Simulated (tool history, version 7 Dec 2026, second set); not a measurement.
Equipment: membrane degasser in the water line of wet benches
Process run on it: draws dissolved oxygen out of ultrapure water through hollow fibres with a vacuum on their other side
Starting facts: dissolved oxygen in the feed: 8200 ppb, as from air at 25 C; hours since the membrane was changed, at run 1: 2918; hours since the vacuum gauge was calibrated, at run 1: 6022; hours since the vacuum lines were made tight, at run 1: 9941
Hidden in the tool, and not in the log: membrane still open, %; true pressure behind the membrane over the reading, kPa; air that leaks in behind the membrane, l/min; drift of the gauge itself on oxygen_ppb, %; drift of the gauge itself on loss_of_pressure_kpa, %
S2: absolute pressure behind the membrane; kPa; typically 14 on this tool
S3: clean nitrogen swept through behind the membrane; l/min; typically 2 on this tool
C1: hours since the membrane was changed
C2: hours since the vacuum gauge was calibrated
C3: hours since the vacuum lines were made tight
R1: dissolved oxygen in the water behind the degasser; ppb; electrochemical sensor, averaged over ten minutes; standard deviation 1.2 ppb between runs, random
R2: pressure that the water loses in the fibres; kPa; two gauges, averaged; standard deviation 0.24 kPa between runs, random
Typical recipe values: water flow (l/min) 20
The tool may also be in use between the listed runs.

run 1 hour=0 | water_flow_(l/min)=20 S2=14 S3=2 | C1=2918 C2=6022 C3=9941 | R1=271.2 R2=64.3
run 2 hour=41.4 | water_flow_(l/min)=20 S2=14 S3=2 | C1=2959 C2=6063 C3=9982 | R1=270.9 R2=64.34
run 3 hour=134.2 | water_flow_(l/min)=20 S2=14 S3=2 | C1=3052 C2=6156 C3=10075 | R1=276.5 R2=64.39
run 4 hour=215.1 | water_flow_(l/min)=20 S2=14 S3=2 | C1=3133 C2=6237 C3=10156 | R1=275.1 R2=64.67
run 5 hour=260.6 | water_flow_(l/min)=23 S2=14 S3=2 | C1=3179 C2=6282 C3=10202 | R1=321.2 R2=74.14
run 6 hour=312.4 | water_flow_(l/min)=20 S2=14 S3=2 | C1=3230 C2=6334 C3=10253 | R1=275.5 R2=64.33
-- hour=320.3 vacuum gauge calibrated
run 7 hour=380.2 | water_flow_(l/min)=20 S2=14 S3=2 | C1=3298 C2=60 C3=10321 | R1=276 R2=64.33
run 8 hour=475.5 | water_flow_(l/min)=20 S2=14 S3=2 | C1=3393 C2=155 C3=10416 | R1=278.3 R2=64.41
run 9 hour=518.9 | water_flow_(l/min)=29 S2=14 S3=4.13 | C1=3436 C2=199 C3=10459 | R1=256.1 R2=93.01
-- hour=549.9 vacuum gauge calibrated, once more
run 10 hour=587.4 | water_flow_(l/min)=29 S2=14 S3=4.13 | C1=3504 C2=37 C3=10527 | R1=249.1 R2=93.46
run 11 hour=678.9 | water_flow_(l/min)=32 S2=14 S3=2.57 | C1=3596 C2=129 C3=10619 | R1=399.5 R2=102.99
run 12 hour=720.1 | water_flow_(l/min)=20 S2=14 S3=0.87 | C1=3637 C2=170 C3=10660 | R1=536.6 R2=64.61

For run 13, what comes out?
run 13 hour=812.3 | water_flow_(l/min)=18 S2=14 S3=1.55 | C1=3729 C2=262 C3=10752 | R1=? R2=?

Run 13 measured R1 299.5 ppb, R2 57.86 kPa.
With no hidden state in the tool, this same run would have given R1 295.8 ppb, R2 56.86 kPa.

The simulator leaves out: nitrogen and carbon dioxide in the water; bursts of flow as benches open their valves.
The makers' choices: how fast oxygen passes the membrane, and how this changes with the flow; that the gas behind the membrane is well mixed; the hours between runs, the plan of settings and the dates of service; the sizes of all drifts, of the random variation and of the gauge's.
